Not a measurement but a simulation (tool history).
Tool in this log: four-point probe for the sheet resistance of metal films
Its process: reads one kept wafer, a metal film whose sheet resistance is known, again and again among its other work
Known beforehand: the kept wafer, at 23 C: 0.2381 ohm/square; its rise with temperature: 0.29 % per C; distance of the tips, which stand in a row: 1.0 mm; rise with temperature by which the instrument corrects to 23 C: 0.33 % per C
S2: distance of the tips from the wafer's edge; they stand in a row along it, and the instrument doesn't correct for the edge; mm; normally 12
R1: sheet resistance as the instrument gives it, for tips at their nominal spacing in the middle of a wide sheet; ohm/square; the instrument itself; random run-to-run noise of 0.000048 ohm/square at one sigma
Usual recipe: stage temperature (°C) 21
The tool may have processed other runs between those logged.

Run 1, day 0: usual settings. Result: R1 0.239135 ohm/square.
Run 2, day 0.779: usual settings but stage temperature (°C) 29. Result: R1 0.238381 ohm/square.
Run 3, day 1.908: usual settings but stage temperature (°C) 24. Result: R1 0.238843 ohm/square.
Run 4, day 2.862: usual settings but stage temperature (°C) 29. Result: R1 0.238396 ohm/square.
Run 5, day 3.842: usual settings. Result: R1 0.239098 ohm/square.
Run 6, day 4.85: usual settings. Result: R1 0.239208 ohm/square.
Run 7, day 6.179: usual settings. Result: R1 0.239131 ohm/square.
Run 8, day 6.838: usual settings. Result: R1 0.23912 ohm/square.
Run 9, day 8.3: usual settings. Result: R1 0.239103 ohm/square.
Run 10, day 9.808: usual settings but S2 7 mm. Result: R1 0.240889 ohm/square.
Run 11, day 11.129: usual settings but S2 7 mm. Result: R1 0.240826 ohm/square.
Run 12, day 11.775: usual settings. Result: R1 0.239206 ohm/square.
Run 13, day 12.488: usual settings. Result: R1 0.239168 ohm/square.
Run 14, day 13.825: usual settings but S2 14 mm. Result: R1 0.238819 ohm/square.
Run 15, day 14.55: usual settings but S2 14 mm. Result: R1 0.238853 ohm/square.
Run 16, day 15.521: usual settings but S2 14 mm. Result: R1 0.238912 ohm/square.
Run 17, day 16.583: usual settings but S2 10 mm. Result: R1 0.239619 ohm/square.
Run 18, day 17.496: usual settings but stage temperature (°C) 19, S2 4 mm. Result: R1 0.246168 ohm/square.
Run 19, day 18.421: usual settings but stage temperature (°C) 19, S2 4 mm. Result: R1 0.246214 ohm/square.
Run 20, day 19.817: usual settings but stage temperature (°C) 19, S2 4 mm. Result: R1 0.246229 ohm/square.
Run 21, day 20.75: usual settings but stage temperature (°C) 22, S2 40 mm. Result: R1 0.238272 ohm/square.
Run 22, day 21.892: usual settings but stage temperature (°C) 24, S2 6 mm. Result: R1 0.241502 ohm/square.
Run 23, day 22.796: usual settings but stage temperature (°C) 25, S2 46 mm. Result: R1 0.237977 ohm/square.
Run 24, day 23.983: usual settings but stage temperature (°C) 20, S2 45 mm. Result: R1 0.238379 ohm/square.
Run 25, day 24.883: usual settings but stage temperature (°C) 20, S2 45 mm. Result: R1 0.238411 ohm/square.
Run 26, day 25.771: usual settings but stage temperature (°C) 20, S2 29 mm. Result: R1 0.238585 ohm/square.
Run 27, day 26.625: usual settings but stage temperature (°C) 32. Result: R1 0.238241 ohm/square.
Run 28, day 28.079: usual settings but stage temperature (°C) 19, S2 5 mm. Result: R1 0.243521 ohm/square.
Run 29, day 29.546: usual settings but stage temperature (°C) 22, S2 33 mm. Result: R1 0.238288 ohm/square.
Run 30, day 30.721: usual settings but stage temperature (°C) 30, S2 9 mm. Result: R1 0.239015 ohm/square.
Run 31, day 32.038: usual settings but stage temperature (°C) 30, S2 9 mm. Result: R1 0.239031 ohm/square.
Run 32, day 32.742: usual settings but stage temperature (°C) 30, S2 9 mm. Result: R1 0.239018 ohm/square.

Put back what was entered between runs (1 entry, withheld): which listed runs does each sit between, and how does the hidden state differ from the listed run before to the listed run after?
Between runs 15 and 16: new probe head fitted (day 14.888)
  inner tips' distance over the nominal, %: -0.012 -> -0.001; tips' flats over new ones', %: 2 -> 0

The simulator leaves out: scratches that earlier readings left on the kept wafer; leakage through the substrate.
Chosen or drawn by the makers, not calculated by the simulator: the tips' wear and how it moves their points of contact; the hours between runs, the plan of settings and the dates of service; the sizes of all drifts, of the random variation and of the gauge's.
